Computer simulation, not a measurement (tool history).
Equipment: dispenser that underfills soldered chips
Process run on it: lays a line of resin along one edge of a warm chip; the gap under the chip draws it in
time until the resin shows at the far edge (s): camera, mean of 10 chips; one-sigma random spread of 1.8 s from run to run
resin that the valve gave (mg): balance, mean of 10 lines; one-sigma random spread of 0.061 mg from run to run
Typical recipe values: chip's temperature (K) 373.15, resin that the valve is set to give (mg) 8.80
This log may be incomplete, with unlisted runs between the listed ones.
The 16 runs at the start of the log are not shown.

run   hour  chip's temperature (K)  resin that the valve is set to give (mg)  time until the resin shows at the far edge (s)  resin that the valve gave (mg)
 17   79.5                  371.15                                      8.80                                           227.8                            8.42
      81.8  -- new syringe of resin
 18   83.3                  369.15                                      8.80                                           206.8                            8.49
 19   86.7                  375.15                                      8.80                                           180.6                            8.41
      93.8  -- new syringe of resin
 20   94.2                  361.15                                      9.15                                           273.5                            8.67
 21   98.4                  365.15                                      9.96                                           248.1                            9.37
 22  101.3                  365.15                                      9.96                                           268.1                            9.51
     105.6  -- new syringe of resin
 23  107.0                  365.15                                      9.96                                           236.6                            9.38
 24  110.6                  386.15                                      9.96                                           119.0                            9.51
 25  116.1                  374.15                                      9.88                                           211.3                            9.38
     117.5  -- new syringe of resin
     122.5  -- dispensing valve cleaned and set on the balance
 26  123.0                  374.15                                      9.88                                           177.3                            9.69
 27  127.8                  362.15                                      7.85                                           326.4                            7.72
     130.4  -- new syringe of resin
 28  133.7                  362.15                                      9.18                                           282.7                            9.08
 29  139.3                  362.15                                      9.18                                           316.9                            9.18
     142.3  -- new syringe of resin
 30  144.4                  372.15                                     10.36                                           183.4                           10.28
 31  149.6                  372.15                                     10.36                                           200.6                           10.26

Forecast each of these 3 alternatives for the next run:
     154.0  -- new syringe of resin
  A  156.9                  368.15                                     10.42                                               ?                               ?
     154.0  -- new syringe of resin
  B  156.9                  372.15                                      8.45                                               ?                               ?
     154.0  -- new syringe of resin
  C  156.9                  367.15                                      9.12                                               ?                               ?

run  time until the resin shows at the far edge (s)  resin that the valve gave (mg)
  A                                           215.0                           10.40
  B                                           190.9                            8.31
  C                                           225.9                            9.09
With no hidden state in the tool, these same runs would have given:
run  time until the resin shows at the far edge (s)  resin that the valve gave (mg)
  A                                           210.9                           10.54
  B                                           186.7                            8.43
  C                                           221.4                            9.21

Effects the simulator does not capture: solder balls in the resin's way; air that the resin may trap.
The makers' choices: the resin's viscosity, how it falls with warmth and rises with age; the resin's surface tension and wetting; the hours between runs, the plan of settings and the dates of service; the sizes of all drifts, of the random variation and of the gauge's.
